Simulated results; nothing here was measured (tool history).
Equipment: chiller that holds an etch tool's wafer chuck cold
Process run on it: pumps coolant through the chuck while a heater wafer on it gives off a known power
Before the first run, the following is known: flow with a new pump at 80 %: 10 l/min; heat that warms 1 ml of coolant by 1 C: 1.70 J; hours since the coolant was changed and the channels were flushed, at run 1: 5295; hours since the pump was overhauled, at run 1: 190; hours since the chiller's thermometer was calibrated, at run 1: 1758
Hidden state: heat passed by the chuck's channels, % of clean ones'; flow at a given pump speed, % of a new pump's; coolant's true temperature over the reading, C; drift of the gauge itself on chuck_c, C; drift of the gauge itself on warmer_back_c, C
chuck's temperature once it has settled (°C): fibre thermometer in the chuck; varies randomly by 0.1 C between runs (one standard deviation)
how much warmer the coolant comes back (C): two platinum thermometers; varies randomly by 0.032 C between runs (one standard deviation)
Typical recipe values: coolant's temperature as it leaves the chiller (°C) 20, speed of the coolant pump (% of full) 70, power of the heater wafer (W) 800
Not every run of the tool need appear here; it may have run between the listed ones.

run    hour  coolant's temperature as it leaves the chiller (°C)  speed of the coolant pump (% of full)  power of the heater wafer (W)  hours since the coolant was changed and the channels were flushed  hours since the pump was overhauled  hours since the chiller's thermometer was calibrated  chuck's temperature once it has settled (°C)  how much warmer the coolant comes back (C)
  1     0.0                                                   20                                     70                            800                                                               5295                                  190                                                  1758                                          26.7                                        3.26
  2    40.7                                                   20                                     70                            800                                                               5335                                  230                                                  1799                                          26.7                                        3.26
  3    88.1                                                   20                                     70                            800                                                               5383                                  278                                                  1846                                          26.7                                        3.25
  4   135.2                                                   20                                     70                            800                                                               5430                                  325                                                  1893                                          26.8                                        3.21
  5   176.5                                                   20                                     70                            800                                                               5471                                  366                                                  1935                                          26.8                                        3.18
      211.3  -- coolant changed, channels flushed
  6   211.9                                                   20                                     70                            800                                                                  1                                  396                                                  1964                                          26.7                                        3.18
  7   262.9                                                   20                                     70                            800                                                                 52                                  447                                                  2015                                          26.6                                        3.19
  8   329.1                                                   20                                     70                            800                                                                118                                  513                                                  2081                                          26.6                                        3.09
  9   368.6                                                   20                                     70                           1152                                                                157                                  552                                                  2121                                          29.6                                        4.53
 10   423.9                                                   20                                     70                            800                                                                213                                  608                                                  2176                                          26.7                                        3.08
 11   472.9                                                   20                                     70                            800                                                                262                                  657                                                  2225                                          26.8                                        3.07
 12   501.1                                                   20                                     90                            800                                                                290                                  685                                                  2253                                          25.4                                        2.20
 13   552.4                                                   20                                     70                            793                                                                341                                  736                                                  2305                                          26.4                                        2.95
 14   585.0                                                   20                                     70                            793                                                                374                                  769                                                  2337                                          26.7                                        2.96
 15   638.1                                                   20                                     69                            793                                                                427                                  822                                                  2390                                          26.8                                        2.93
 16   689.7                                                   20                                     70                            467                                                                478                                  873                                                  2442                                          23.6                                        1.57
 17   748.0                                                   17                                     91                            983                                                                537                                  932                                                  2500                                          23.7                                        2.65
 18   783.3                                                   17                                     91                            983                                                                572                                  967                                                  2535                                          23.5                                        2.64
 19   845.5                                                   17                                     94                            983                                                                634                                 1029                                                  2598                                          23.7                                        2.50
 20   910.8                                                   17                                     94                            983                                                                699                                 1095                                                  2663                                          23.7                                        2.41
      927.6  -- gauge calibrated
 21   949.5                                                   17                                    100                            885                                                                738                                 1133                                                  2702                                          22.6                                        2.42
 22   989.3                                                   20                                     78                            800                                                                778                                 1173                                                  2741                                          26.2                                        2.89
 23  1055.8                                                   11                                     87                            411                                                                845                                 1240                                                  2808                                          14.0                                        1.25
 24  1089.5                                                   20                                     72                            859                                                                878                                 1273                                                  2842                                          27.0                                        3.32
 25  1140.6                                                   16                                     99                           1036                                                                929                                 1324                                                  2893                                          22.6                                        2.87
 26  1175.7                                                   14                                     61                            970                                                                964                                 1359                                                  2928                                          23.0                                        4.45
 27  1218.3                                                   17                                     61                            970                                                               1007                                 1402                                                  2970                                          26.0                                        4.45
 28  1269.6                                                   22                                     62                            800                                                               1058                                 1453                                                  3022                                          29.3                                        3.55
 29  1328.8                                                   15                                     87                           1146                                                               1117                                 1513                                                  3081                                          23.1                                        3.50
 30  1386.9                                                   15                                     87                           1146                                                               1176                                 1571                                                  3139                                          22.9                                        3.49
 31  1426.8                                                   15                                     88                            553                                                               1215                                 1611                                                  3179                                          18.8                                        1.55

A few steps of how much warmer the coolant comes back (C) between consecutive runs. Split each: what settings, incoming material and random variation would produce without the hidden state, and what is left over for the hidden state, along with gauge scatter present in only one of the two compared results (measured, and without hidden state):
Run 7 -> 8: nothing adjusted, nothing logged. how much warmer the coolant comes back (C) -0.10: hidden state -0.04, all else -0.06.
Run 20 -> 21: speed of the coolant pump (% of full) 94 -> 100, power of the heater wafer (W) 983 -> 885, gauge calibrated. how much warmer the coolant comes back (C) +0.01: hidden state +0.45, all else -0.44.
Run 22 -> 23: coolant's temperature as it leaves the chiller (°C) 20 -> 11, speed of the coolant pump (% of full) 78 -> 87, power of the heater wafer (W) 800 -> 411. how much warmer the coolant comes back (C) -1.64: hidden state -0.03, all else -1.61.
Run 23 -> 24: coolant's temperature as it leaves the chiller (°C) 11 -> 20, speed of the coolant pump (% of full) 87 -> 72, power of the heater wafer (W) 411 -> 859. how much warmer the coolant comes back (C) +2.07: hidden state -0.02, all else +2.09.
Run 29 -> 30: nothing adjusted, nothing logged. how much warmer the coolant comes back (C) -0.01: hidden state -0.04, all else +0.03.
Run 30 -> 31: speed of the coolant pump (% of full) 87 -> 88, power of the heater wafer (W) 1146 -> 553. how much warmer the coolant comes back (C) -1.94: hidden state -0.02, all else -1.92.
